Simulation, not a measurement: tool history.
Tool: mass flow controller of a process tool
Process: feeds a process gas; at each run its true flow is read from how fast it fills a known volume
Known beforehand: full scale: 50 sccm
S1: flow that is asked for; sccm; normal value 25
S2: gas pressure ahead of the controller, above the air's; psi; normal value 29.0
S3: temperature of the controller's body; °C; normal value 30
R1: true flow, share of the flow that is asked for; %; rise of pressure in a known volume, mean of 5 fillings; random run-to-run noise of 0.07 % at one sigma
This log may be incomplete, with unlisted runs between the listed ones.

Run 1, hour 0.0: usual settings. Result: R1 97.26 %.
Run 2, hour 71.8: usual settings. Result: R1 97.30 %.
Run 3, hour 121.7: usual settings. Result: R1 97.30 %.
Run 4, hour 188.6: usual settings. Result: R1 97.22 %.
Run 5, hour 269.0: usual settings. Result: R1 97.23 %.
Run 6, hour 314.3: usual settings. Result: R1 97.21 %.
Run 7, hour 389.0: usual settings. Result: R1 97.11 %.
Run 8, hour 434.6: usual settings. Result: R1 97.10 %.
Run 9, hour 506.8: usual settings. Result: R1 97.11 %.
Run 10, hour 548.4: usual settings. Result: R1 97.14 %.
Run 11, hour 597.9: usual settings. Result: R1 97.00 %.
Run 12, hour 636.2: usual settings. Result: R1 97.12 %.
Run 13, hour 681.8: usual settings. Result: R1 97.09 %.
Run 14, hour 735.6: usual settings but S1 19 sccm. Result: R1 96.55 %.
Run 15, hour 813.5: usual settings but S1 19 sccm. Result: R1 96.50 %.
Run 16, hour 871.1: usual settings. Result: R1 97.03 %.
Run 17, hour 947.7: usual settings but S1 21 sccm. Result: R1 96.72 %.
Run 18, hour 990.2: usual settings but S1 21 sccm. Result: R1 96.56 %.
Run 19, hour 1051.3: usual settings but S1 21 sccm. Result: R1 96.63 %.
Run 20, hour 1086.0: usual settings. Result: R1 96.90 %.
Run 21, hour 1148.9: usual settings. Result: R1 96.84 %.
Run 22, hour 1214.5: usual settings. Result: R1 96.89 %.
Run 23, hour 1281.8: usual settings. Result: R1 96.88 %.
Run 24, hour 1347.4: usual settings but S1 8 sccm, S2 27.1 psi, S3 37 °C. Result: R1 94.43 %.
Run 25, hour 1393.5: usual settings but S1 6 sccm, S3 34 °C. Result: R1 94.00 %.
Run 26, hour 1456.5: usual settings but S3 20 °C. Result: R1 97.71 %.
Run 27, hour 1523.1: usual settings but S3 20 °C. Result: R1 97.53 %.
Run 28, hour 1591.1: usual settings but S3 20 °C. Result: R1 97.73 %.
Run 29, hour 1625.6: usual settings but S3 20 °C. Result: R1 97.66 %.
Run 30, hour 1693.0: usual settings but S1 10 sccm, S2 40.3 psi, S3 39 °C. Result: R1 94.13 %.
Run 31, hour 1734.4: usual settings but S1 31 sccm, S3 21 °C. Result: R1 97.90 %.
Run 32, hour 1810.0: usual settings but S2 21.6 psi, S3 24 °C. Result: R1 97.46 %.
Run 33, hour 1885.5: usual settings but S1 17 sccm, S2 37.3 psi, S3 24 °C. Result: R1 96.16 %.
Run 34, hour 1965.6: usual settings but S1 15 sccm, S2 30.3 psi. Result: R1 95.60 %.
Run 35, hour 2030.7: usual settings but S1 15 sccm, S2 30.3 psi, S3 22 °C. Result: R1 96.43 %.
Run 36, hour 2075.3: usual settings but S1 10 sccm, S3 22 °C. Result: R1 95.72 %.
Run 37, hour 2126.8: usual settings but S1 32 sccm, S3 25 °C. Result: R1 97.47 %.
Run 38, hour 2191.5: usual settings but S1 32 sccm, S3 27 °C. Result: R1 97.37 %.
Run 39, hour 2230.6: usual settings but S2 20.7 psi, S3 22 °C. Result: R1 97.58 %.
Run 40, hour 2286.3: usual settings but S1 6 sccm, S2 22.8 psi, S3 25 °C. Result: R1 94.47 %.
Run 41, hour 2357.5: usual settings but S1 6 sccm, S2 22.8 psi, S3 25 °C. Result: R1 94.43 %.
Run 42, hour 2421.9: usual settings but S1 6 sccm, S2 22.8 psi, S3 26 °C. Result: R1 94.34 %.
Run 43, hour 2465.3: usual settings but S1 6 sccm, S2 24.5 psi, S3 27 °C. Result: R1 94.05 %.
Run 44, hour 2535.2: usual settings but S2 30.6 psi, S3 39 °C. Result: R1 95.76 %.
Run 45, hour 2572.8: usual settings but S2 25.7 psi, S3 22 °C. Result: R1 97.33 %.
Run 46, hour 2648.7: usual settings but S2 25.7 psi, S3 25 °C. Result: R1 97.01 %.

Hidden state or all else? Some run-to-run changes of R1, split into what the settings, what came in and random variation would give without the hidden state, and what is left for the hidden state (with any gauge scatter that isn't in both results):
Hidden state present: flow at rest that the sensor doesn't see, % of full scale; true flow over the shown one, %; drift of the gauge itself on true_pct, %.
Run 25 -> 26: S1 6 -> 25, S3 34 -> 20. R1 +3.71 %: hidden state +1.47, all else +2.24.
Run 29 -> 30: S1 25 -> 10, S2 29.0 -> 40.3, S3 20 -> 39. R1 -3.53 %: hidden state -0.77, all else -2.76.
Run 30 -> 31: S1 10 -> 31, S2 40.3 -> 29.0, S3 39 -> 21. R1 +3.77 %: hidden state +0.83, all else +2.94.
Run 39 -> 40: S1 25 -> 6, S2 20.7 -> 22.8, S3 22 -> 25. R1 -3.11 %: hidden state -1.74, all else -1.37.
Run 43 -> 44: S1 6 -> 25, S2 24.5 -> 30.6, S3 27 -> 39. R1 +1.71 %: hidden state +1.73, all else -0.02.

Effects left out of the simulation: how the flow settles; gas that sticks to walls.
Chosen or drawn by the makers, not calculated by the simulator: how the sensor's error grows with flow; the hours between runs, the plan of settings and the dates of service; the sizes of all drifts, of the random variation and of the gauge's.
